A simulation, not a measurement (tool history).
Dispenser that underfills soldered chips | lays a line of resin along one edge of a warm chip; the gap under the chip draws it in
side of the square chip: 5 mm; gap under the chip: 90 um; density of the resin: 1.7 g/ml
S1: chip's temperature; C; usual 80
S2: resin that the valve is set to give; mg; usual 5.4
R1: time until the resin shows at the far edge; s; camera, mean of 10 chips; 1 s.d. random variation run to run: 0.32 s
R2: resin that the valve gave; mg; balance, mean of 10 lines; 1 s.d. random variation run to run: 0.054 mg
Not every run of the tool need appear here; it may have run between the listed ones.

run  hour  S1    S2    R1    R2
  1     0  80   5.4  12.4  5.33
  2   3.8  80   5.4    14  5.32
      8.3  -- new syringe of resin
  3  10.7  80  6.21  11.1   6.2
  4  16.5  80  6.21  14.2  6.15
     18.9  -- new syringe of resin
  5    24  80  5.42  12.9  5.38
  6  27.1  80  5.13  14.8  5.02
     29.8  -- new syringe of resin
  7  33.5  80  5.13  12.6  5.02
  8    38  80   5.4  15.5  5.23

Predict the results of run 9:
     40.7  -- new syringe of resin
  9  45.5  80  5.4   ?   ?

{"run 9": {"R1": 13.5, "R2": 5.26}}
With the hidden condition absent and the run-to-run variation left alone, this run would have shown R1 11.1 s, R2 5.42 mg.
